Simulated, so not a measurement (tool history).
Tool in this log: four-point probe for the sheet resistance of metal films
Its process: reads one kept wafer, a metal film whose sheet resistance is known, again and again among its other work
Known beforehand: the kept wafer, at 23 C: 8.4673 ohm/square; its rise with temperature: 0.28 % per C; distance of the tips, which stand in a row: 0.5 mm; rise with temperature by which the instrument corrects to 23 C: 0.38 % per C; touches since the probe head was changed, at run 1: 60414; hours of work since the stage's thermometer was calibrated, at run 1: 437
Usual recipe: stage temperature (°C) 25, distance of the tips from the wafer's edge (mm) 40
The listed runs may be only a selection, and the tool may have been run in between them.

run,hour,stage temperature (°C),distance of the tips from the wafer's edge (mm),touches since the probe head was changed,hours of work since the stage's thermometer was calibrated,sheet resistance as the instrument gives it (ohm/square)
1,0.0,25,40,60414,437,8.484542
2,42.8,25,18,61716,454,8.483839
3,95.3,25,40,63316,475,8.485766
4,141.4,26,40,64718,494,8.473352
5,173.3,25,8,65688,507,8.501776
6,220.8,25,8,67135,526,8.500908
7,270.8,25,8,68657,546,8.503060
8,330.3,25,8,70466,570,8.500791
9,364.8,25,40,71517,584,8.487752
10,392.6,25,40,72363,595,8.487118
11,442.7,25,14,73890,616,8.492353
12,496.2,25,14,75516,637,8.493343
13,523.5,25,5,76349,648,8.529047
14,580.0,25,40,78067,671,8.491289
15,612.6,25,40,79060,684,8.487354
16,644.0,28,40,80016,697,8.462870
17,680.6,28,18,81129,712,8.465528
18,742.7,28,18,83021,737,8.468512
19,770.4,25,40,83864,748,8.489386
20,831.6,25,40,85727,773,8.493598
21,873.4,25,40,86999,790,8.490087
22,904.7,25,40,87952,802,8.489757
23,944.6,29,19,89167,818,8.461778
24,990.5,20,46,90564,837,8.533602
25,1048.0,26,40,92314,860,8.484455
26,1098.7,34,4,93855,881,8.490912
27,1144.3,34,4,95242,899,8.489827
28,1173.4,21,11,96128,911,8.538060
29,1227.0,26,3,97761,932,8.611591
30,1252.9,21,14,98550,943,8.534987
31,1300.8,21,14,100007,962,8.534994
32,1351.1,34,14,101538,983,8.424396
33,1405.0,24,8,103179,1004,8.523598
34,1436.5,24,8,104137,1017,8.523257
35,1462.8,25,67,104937,1028,8.496545
36,1504.0,25,67,106193,1044,8.496387

The next listed run, before its measurement:
37,1546.3,25,67,107480,1062,?

{"run 37": {"sheet resistance as the instrument gives it (ohm/square)": 8.500046}}
Without the tool's hidden state the same run would have given sheet resistance as the instrument gives it (ohm/square) 8.452816.

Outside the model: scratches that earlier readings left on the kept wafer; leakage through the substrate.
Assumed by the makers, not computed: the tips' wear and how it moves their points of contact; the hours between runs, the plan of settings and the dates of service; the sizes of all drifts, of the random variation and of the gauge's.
